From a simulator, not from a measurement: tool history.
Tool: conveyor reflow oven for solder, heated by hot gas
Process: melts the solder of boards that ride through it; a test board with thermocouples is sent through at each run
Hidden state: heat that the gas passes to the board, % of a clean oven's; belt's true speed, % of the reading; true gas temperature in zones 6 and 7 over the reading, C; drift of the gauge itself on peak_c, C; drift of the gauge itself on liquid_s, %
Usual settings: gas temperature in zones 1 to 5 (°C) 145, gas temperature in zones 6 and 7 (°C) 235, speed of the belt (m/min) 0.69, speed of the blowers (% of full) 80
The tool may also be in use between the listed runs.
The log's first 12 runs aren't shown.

run,hour,gas temperature in zones 1 to 5 (°C),gas temperature in zones 6 and 7 (°C),speed of the belt (m/min),speed of the blowers (% of full),hours of work since the flux was cleaned out,hours of work since the belt drive was overhauled,hours of work since the thermocouples were changed,highest temperature of the board (°C),time above the solder's melting point (s)
13,120.8,145,235,0.69,80,61,341,524,221.7,43.5
14,134.5,145,235,0.69,80,70,350,534,221.6,43.2
15,144.2,145,235,0.69,80,77,357,540,221.9,43.2
16,153.7,145,235,0.69,80,83,363,546,222.3,43.3
17,167.2,136,240,0.754,80,92,372,555,222.1,37.3
18,177.5,147,240,0.679,57,99,379,562,221.9,43.9
19,183.4,147,237,0.679,64,103,383,566,220.6,44
20,195.2,135,235,0.809,80,111,390,574,215.6,31.4
21,204.7,135,235,0.809,80,117,397,580,215.3,31.6

Run 22 comes next. What will it give?
22,211.2,151,235,0.567,74,121,401,584,?,?

{"run 22": {"highest temperature of the board (°C)": 226.4, "time above the solder's melting point (s)": 57.1}}
Without the tool's hidden state the same run would have given highest temperature of the board (°C) 226.4, time above the solder's melting point (s) 57.

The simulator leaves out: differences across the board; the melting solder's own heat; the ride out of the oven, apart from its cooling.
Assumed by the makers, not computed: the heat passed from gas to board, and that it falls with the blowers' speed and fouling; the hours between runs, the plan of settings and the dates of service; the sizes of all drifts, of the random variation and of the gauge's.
